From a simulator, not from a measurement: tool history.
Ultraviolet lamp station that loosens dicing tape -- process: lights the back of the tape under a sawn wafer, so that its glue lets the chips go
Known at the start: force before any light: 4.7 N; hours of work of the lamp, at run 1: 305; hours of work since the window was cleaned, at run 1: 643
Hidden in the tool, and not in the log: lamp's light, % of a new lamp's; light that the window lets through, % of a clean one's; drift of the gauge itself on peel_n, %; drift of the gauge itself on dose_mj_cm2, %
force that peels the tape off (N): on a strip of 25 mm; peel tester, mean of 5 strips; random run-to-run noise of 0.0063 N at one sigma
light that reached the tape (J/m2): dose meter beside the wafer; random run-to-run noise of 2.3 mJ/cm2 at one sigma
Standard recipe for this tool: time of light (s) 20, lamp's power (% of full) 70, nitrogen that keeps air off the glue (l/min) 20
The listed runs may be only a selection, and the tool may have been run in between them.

run,hour,time of light (s),lamp's power (% of full),nitrogen that keeps air off the glue (l/min),hours of work of the lamp,hours of work since the window was cleaned,force that peels the tape off (N),light that reached the tape (J/m2)
1,0.0,20,70,20,305,643,0.272,1750
2,39.8,20,70,20,335,673,0.299,1740
# hour 69.4: window cleaned of glue's vapour
3,71.6,18,70,20,359,2,0.406,1540
4,99.5,18,70,20,381,23,0.380,1520
5,132.5,18,70,20,406,49,0.407,1430
6,169.5,20,76,20,435,77,0.294,1680
7,196.3,20,63,20,455,98,0.440,1350
# hour 212.0: window cleaned of glue's vapour, once more
8,231.9,20,63,20,482,15,0.327,1660
9,273.7,20,70,6,515,47,0.673,1770
10,295.9,20,70,20,532,65,0.299,1780
11,339.7,20,70,20,565,98,0.288,1720
12,378.6,20,70,20,595,128,0.317,1640
13,407.6,20,70,20,618,151,0.319,1650
14,440.8,20,70,20,643,176,0.317,1650
15,462.8,16,79,11,660,193,0.588,1450
16,489.7,25,70,11,681,214,0.351,2000
17,524.8,20,85,20,708,241,0.250,1890
18,569.2,20,70,19,742,275,0.396,1550
19,600.7,18,70,19,766,299,0.492,1300

Below are 5 alternative next runs, each starting from the tool's condition after run 19. Predict each:
A,647.2,12,64,27,802,335,?,?
B,647.2,26,86,39,802,335,?,?
C,647.2,20,72,20,802,335,?,?
D,647.2,20,71,20,802,335,?,?
E,647.2,34,88,10,802,335,?,?

run,force that peels the tape off (N),light that reached the tape (J/m2)
A,0.919,840
B,0.142,2400
C,0.372,1570
D,0.384,1500
E,0.164,3200
With no hidden state in the tool, these same runs would have given:
run,force that peels the tape off (N),light that reached the tape (J/m2)
A,0.473,1220
B,0.126,3540
C,0.185,2300
D,0.192,2210
E,0.126,4700
